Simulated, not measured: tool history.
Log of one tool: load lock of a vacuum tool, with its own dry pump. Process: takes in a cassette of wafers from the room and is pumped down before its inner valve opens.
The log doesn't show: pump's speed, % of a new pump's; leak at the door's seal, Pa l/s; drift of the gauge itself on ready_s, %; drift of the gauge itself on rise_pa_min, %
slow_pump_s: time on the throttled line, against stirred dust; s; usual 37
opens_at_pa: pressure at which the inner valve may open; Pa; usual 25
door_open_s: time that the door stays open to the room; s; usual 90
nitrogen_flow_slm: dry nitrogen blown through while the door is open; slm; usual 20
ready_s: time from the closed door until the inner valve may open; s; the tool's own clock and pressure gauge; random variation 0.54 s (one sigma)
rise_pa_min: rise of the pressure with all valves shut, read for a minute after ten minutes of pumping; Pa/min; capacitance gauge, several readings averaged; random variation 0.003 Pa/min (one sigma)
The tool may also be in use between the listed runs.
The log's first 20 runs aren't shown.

run,hour,slow_pump_s,opens_at_pa,door_open_s,nitrogen_flow_slm,hours that the pump has run since its overhaul,times that the door has closed on its seal,"incoming humidity of the room's air, %",ready_s,rise_pa_min
21,3253.8,60,25,196,4,8696,15848,48.7,93.3,0.299
22,3390.1,60,25,196,4,8832,16023,46,94.6,0.299
23,3586.9,19,19,57,39,9029,16277,47.6,67.9,0.232
24,3697.3,19,19,57,39,9140,16419,45.1,68.5,0.235
25,3901.1,68,46,74,5,9343,16681,42.5,97.2,0.27
26,4095.6,37,41,90,20,9538,16932,43.1,75.7,0.264
27,4271.6,33,49,101,27,9714,17158,45.9,72.2,0.264
28,4494,33,33,165,27,9936,17445,45.1,75.8,0.28
29,4686.2,37,25,90,20,10129,17692,43.1,78.8,0.273
30,4815.4,32,25,90,22,10258,17858,49,76.2,0.278
31,4954,32,25,90,22,10396,18037,43.5,76,0.283
32,5116.7,32,25,90,22,10559,18246,44.1,76.4,0.28
33,5323.5,49,23,71,13,10766,18512,46.1,88,0.292
34,5566.7,43,21,97,7,11009,18826,46.5,85,0.322
35,5813.1,37,31,95,10,11255,19143,45.6,78.3,0.33
36,5952.9,37,38,90,14,11395,19323,45.7,76.7,0.316

4 ways to go on from here, each from the tool as it stands after run 36. What would each give?
A,6074,37,25,187,20,11516,19479,44.5,?,?
B,6074,68,26,90,20,11516,19479,44,?,?
C,6074,70,38,90,14,11516,19479,41.3,?,?
D,6074,45,23,90,35,11516,19479,45.6,?,?

run,ready_s,rise_pa_min
A,79.7,0.329
B,101.3,0.315
C,97.7,0.314
D,86.5,0.305
Without the tool's hidden state the same runs would have given:
run,ready_s,rise_pa_min
A,73.6,0.066
B,96.6,0.05
C,93.6,0.048
D,80.6,0.04
